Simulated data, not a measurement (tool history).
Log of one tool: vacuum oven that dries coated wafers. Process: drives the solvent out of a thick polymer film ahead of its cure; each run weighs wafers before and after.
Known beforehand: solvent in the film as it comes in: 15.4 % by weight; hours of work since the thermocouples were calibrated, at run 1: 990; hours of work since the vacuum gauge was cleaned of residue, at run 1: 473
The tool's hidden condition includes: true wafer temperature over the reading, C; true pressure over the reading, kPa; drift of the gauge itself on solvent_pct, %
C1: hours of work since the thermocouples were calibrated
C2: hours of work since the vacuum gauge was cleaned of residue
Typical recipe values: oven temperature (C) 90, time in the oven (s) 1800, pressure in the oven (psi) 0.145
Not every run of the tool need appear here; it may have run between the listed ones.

Run 1, day 0: usual settings; C1 990; C2 473. Result: solvent left in the film (%) 1.52.
Run 2, day 3.683: usual settings; C1 1052; C2 535. Result: solvent left in the film (%) 1.54.
Run 3, day 8.279: usual settings; C1 1129; C2 612. Result: solvent left in the film (%) 1.53.
Run 4, day 12.171: usual settings but oven temperature (C) 104; C1 1194; C2 677. Result: solvent left in the film (%) 0.4.
Run 5, day 16.046: usual settings but oven temperature (C) 104; C1 1259; C2 742. Result: solvent left in the film (%) 0.39.
Run 6, day 18.117: usual settings but oven temperature (C) 104, time in the oven (s) 2280; C1 1294; C2 777. Result: solvent left in the film (%) 0.26.
Run 7, day 21.267: usual settings but oven temperature (C) 88, time in the oven (s) 2280; C1 1347; C2 829. Result: solvent left in the film (%) 1.23.
Run 8, day 25.738: usual settings but oven temperature (C) 88, time in the oven (s) 2280; C1 1422; C2 904. Result: solvent left in the film (%) 1.28.
At day 28.5: oven's thermocouples calibrated.
Run 9, day 28.5: usual settings but oven temperature (C) 88, time in the oven (s) 2280; C1 0; C2 949. Result: solvent left in the film (%) 1.2.
Run 10, day 31.458: usual settings; C1 50; C2 999. Result: solvent left in the film (%) 1.63.
Run 11, day 35.171: usual settings; C1 112; C2 1061. Result: solvent left in the film (%) 1.58.
Run 12, day 39.612: usual settings; C1 186; C2 1135. Result: solvent left in the film (%) 1.58.
Run 13, day 43.083: usual settings; C1 244; C2 1194. Result: solvent left in the film (%) 1.59.
Run 14, day 47.346: usual settings; C1 316; C2 1265. Result: solvent left in the film (%) 1.52.
Run 15, day 51.992: usual settings but oven temperature (C) 84, time in the oven (s) 1080; C1 394; C2 1343. Result: solvent left in the film (%) 4.67.

Predict the results of run 16:
Run 16, day 55.283: usual settings but oven temperature (C) 77, pressure in the oven (psi) 0.078; C1 449; C2 1398. Result: solvent left in the film (%) ?.

For run 16 the tool returned solvent left in the film (%) 3.58.
The same run, on a tool lacking any hidden state, would have yielded solvent left in the film (%) 3.58.
